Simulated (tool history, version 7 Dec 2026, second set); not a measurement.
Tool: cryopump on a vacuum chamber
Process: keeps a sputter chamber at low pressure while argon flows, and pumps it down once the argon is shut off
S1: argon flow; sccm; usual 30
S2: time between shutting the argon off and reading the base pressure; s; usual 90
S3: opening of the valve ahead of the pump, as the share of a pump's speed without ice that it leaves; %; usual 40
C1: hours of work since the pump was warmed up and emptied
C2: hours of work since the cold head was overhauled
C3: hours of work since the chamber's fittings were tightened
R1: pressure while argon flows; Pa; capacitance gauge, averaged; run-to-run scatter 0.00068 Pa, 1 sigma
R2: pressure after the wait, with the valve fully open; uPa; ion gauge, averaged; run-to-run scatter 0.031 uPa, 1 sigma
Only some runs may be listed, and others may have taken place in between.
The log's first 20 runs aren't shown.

run	day	S1	S2	S3	C1	C2	C3	R1	R2
21	13.138	24	58	40	394	394	146	0.0969	2.79
22	13.896	30	96	40	403	403	155	0.1218	1.94
23	14.475	30	96	40	410	410	163	0.1218	1.90
24	15.083	32	90	45	418	418	170	0.1159	2.13
25	15.992	32	290	16	429	429	181	0.3124	1.12
26	16.575	32	290	16	436	436	188	0.3149	1.14
27	17.392	20	90	15	446	446	198	0.2102	2.03
28	18.046	57	24	56	454	454	207	0.1696	5.67
29	18.933	26	90	40	465	465	217	0.1058	2.13
30	19.692	44	30	53	474	474	227	0.1383	4.79
31	20.529	30	36	22	485	485	237	0.2159	4.19
32	21.142	30	36	22	492	492	245	0.2166	4.18
33	22.150	16	90	30	505	505	257	0.0854	2.19

Alternative continuations, all from the tool just after run 33; predict every row:
A	22.646	16	25	30	511	511	263	?	?
B	22.646	12	265	23	511	511	263	?	?
C	22.646	38	92	30	511	511	263	?	?
D	22.646	17	90	17	511	511	263	?	?
E	22.646	30	90	51	511	511	263	?	?

run	R1	R2
A	0.0866	5.71
B	0.0830	1.31
C	0.2042	2.25
D	0.1590	2.17
E	0.0990	2.13
With no hidden state in the tool, these same runs would have given:
run	R1	R2
A	0.0819	5.12
B	0.0795	0.73
C	0.1931	1.64
D	0.1540	1.59
E	0.0901	1.55

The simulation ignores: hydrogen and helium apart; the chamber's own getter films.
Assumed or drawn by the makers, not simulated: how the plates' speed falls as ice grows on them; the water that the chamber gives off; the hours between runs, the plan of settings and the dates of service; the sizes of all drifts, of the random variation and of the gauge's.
